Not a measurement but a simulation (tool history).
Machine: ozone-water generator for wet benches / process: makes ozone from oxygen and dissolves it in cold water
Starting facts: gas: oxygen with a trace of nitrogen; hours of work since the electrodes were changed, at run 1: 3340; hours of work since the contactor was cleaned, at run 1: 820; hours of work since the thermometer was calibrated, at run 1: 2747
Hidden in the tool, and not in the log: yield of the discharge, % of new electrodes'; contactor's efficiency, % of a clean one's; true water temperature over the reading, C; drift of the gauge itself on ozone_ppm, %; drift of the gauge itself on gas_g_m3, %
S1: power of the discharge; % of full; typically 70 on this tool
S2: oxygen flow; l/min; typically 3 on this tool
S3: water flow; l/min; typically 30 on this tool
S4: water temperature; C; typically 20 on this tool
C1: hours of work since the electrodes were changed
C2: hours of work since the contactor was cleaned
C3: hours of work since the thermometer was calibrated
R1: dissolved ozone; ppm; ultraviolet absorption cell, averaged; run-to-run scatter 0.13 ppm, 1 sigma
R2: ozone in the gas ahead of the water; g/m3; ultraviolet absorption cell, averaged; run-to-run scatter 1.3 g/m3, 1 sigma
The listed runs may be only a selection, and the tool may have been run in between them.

| run | hour | S1 | S2 | S3 | S4 | C1 | C2 | C3 | R1 | R2 |
|---|---|---|---|---|---|---|---|---|---|---|
| 1 | 0 | 70 | 3 | 30 | 20 | 3340 | 820 | 2747 | 13.1 | 218.1 |
| 2 | 79.1 | 70 | 3 | 30 | 20 | 3416 | 896 | 2823 | 12.7 | 223 |
| 3 | 158.6 | 70 | 3 | 30 | 22 | 3493 | 972 | 2899 | 12.4 | 218.8 |
| 4 | 239.6 | 70 | 3 | 30 | 20 | 3570 | 1050 | 2977 | 12.6 | 220.4 |
| 5 | 327.7 | 70 | 3 | 30 | 20 | 3655 | 1134 | 3061 | 12.5 | 218.4 |
| 6 | 408 | 70 | 3 | 30 | 20 | 3732 | 1211 | 3139 | 12.6 | 218.8 |
| 7 | 499.9 | 70 | 3 | 30 | 20 | 3820 | 1300 | 3227 | 12.5 | 217.8 |
| 8 | 554.5 | 70 | 3 | 30 | 20 | 3873 | 1352 | 3279 | 12.7 | 217.8 |
| 9 | 612.3 | 70 | 3 | 30 | 20 | 3928 | 1408 | 3335 | 12.6 | 216.9 |
| 10 | 738.7 | 70 | 3 | 30 | 20 | 4050 | 1529 | 3456 | 12.6 | 215.2 |
| 11 | 821.2 | 70 | 3 | 30 | 20 | 4129 | 1608 | 3535 | 12.5 | 215.3 |
| 12 | 874.8 | 70 | 3 | 30 | 20 | 4180 | 1660 | 3587 | 12.4 | 214.6 |
| 13 | 966.6 | 70 | 3 | 30 | 20 | 4268 | 1748 | 3675 | 12.2 | 217.3 |
| 14 | 1094.8 | 70 | 3 | 30 | 20 | 4392 | 1871 | 3798 | 12.4 | 214.6 |
| 15 | 1226.3 | 70 | 3 | 30 | 20 | 4518 | 1997 | 3924 | 12.2 | 213 |
| 16 | 1306.5 | 70 | 3 | 30 | 20 | 4595 | 2074 | 4001 | 12.1 | 211.6 |
| 17 | 1377.4 | 70 | 3 | 30 | 20 | 4663 | 2142 | 4069 | 12.3 | 212.5 |
| 18 | 1464 | 72 | 1.74 | 47 | 16 | 4746 | 2225 | 4152 | 7.1 | 304.6 |
| 19 | 1567.1 | 50 | 3 | 30 | 13 | 4845 | 2324 | 4251 | 10 | 166.3 |
| 20 | 1684.2 | 70 | 1.9 | 38 | 23 | 4958 | 2437 | 4364 | 8.9 | 282.8 |
| 21 | 1786.7 | 81 | 1.7 | 38 | 23 | 5056 | 2535 | 4462 | 9.6 | 336.1 |
| 22 | 1842.5 | 81 | 4.39 | 33 | 13 | 5110 | 2589 | 4516 | 13.5 | 183.2 |
|  | 1897.2 | water thermometer calibrated |
| 23 | 1897.2 | 70 | 3.59 | 45 | 20 | 5162 | 2641 | 0 | 8.4 | 186.3 |
| 24 | 1957.7 | 79 | 3.56 | 36 | 20 | 5220 | 2699 | 58 | 11.2 | 204.3 |
| 25 | 2081.3 | 68 | 3 | 19 | 13 | 5338 | 2818 | 177 | 18.3 | 203.4 |
| 26 | 2174.4 | 90 | 3.7 | 38 | 22 | 5428 | 2907 | 266 | 11.6 | 220.2 |
| 27 | 2275 | 90 | 3.7 | 38 | 22 | 5524 | 3004 | 363 | 11.5 | 219.2 |
| 28 | 2374.6 | 70 | 3 | 21 | 17 | 5620 | 3099 | 458 | 16.5 | 206.7 |
| 29 | 2431 | 70 | 3 | 21 | 17 | 5674 | 3153 | 512 | 16.5 | 207.3 |
| 30 | 2535.3 | 70 | 3 | 21 | 17 | 5774 | 3253 | 613 | 16.6 | 206.4 |
| 31 | 2642.8 | 70 | 1.95 | 30 | 27 | 5877 | 3357 | 716 | 10.6 | 270.2 |
| 32 | 2763.7 | 88 | 1.75 | 20 | 14 | 5994 | 3473 | 832 | 18.9 | 338.8 |

A few steps of R1 between consecutive runs. Split each: what settings, incoming material and random variation would produce without the hidden state, and what is left over for the hidden state, along with gauge scatter present in only one of the two compared results (measured, and without hidden state):
Run 22 -> 23: S1 81 -> 70, S2 4.39 -> 3.59, S3 33 -> 45, S4 13 -> 20, water thermometer calibrated. R1 -5.1 ppm: hidden state +1.1, all else -6.2.
Run 24 -> 25: S1 79 -> 68, S2 3.56 -> 3, S3 36 -> 19, S4 20 -> 13. R1 +7.1 ppm: hidden state -1.1, all else +8.2.
Run 25 -> 26: S1 68 -> 90, S2 3 -> 3.7, S3 19 -> 38, S4 13 -> 22. R1 -6.7 ppm: hidden state +0.6, all else -7.3.
Run 31 -> 32: S1 70 -> 88, S2 1.95 -> 1.75, S3 30 -> 20, S4 27 -> 14. R1 +8.3 ppm: hidden state -2.4, all else +10.7.
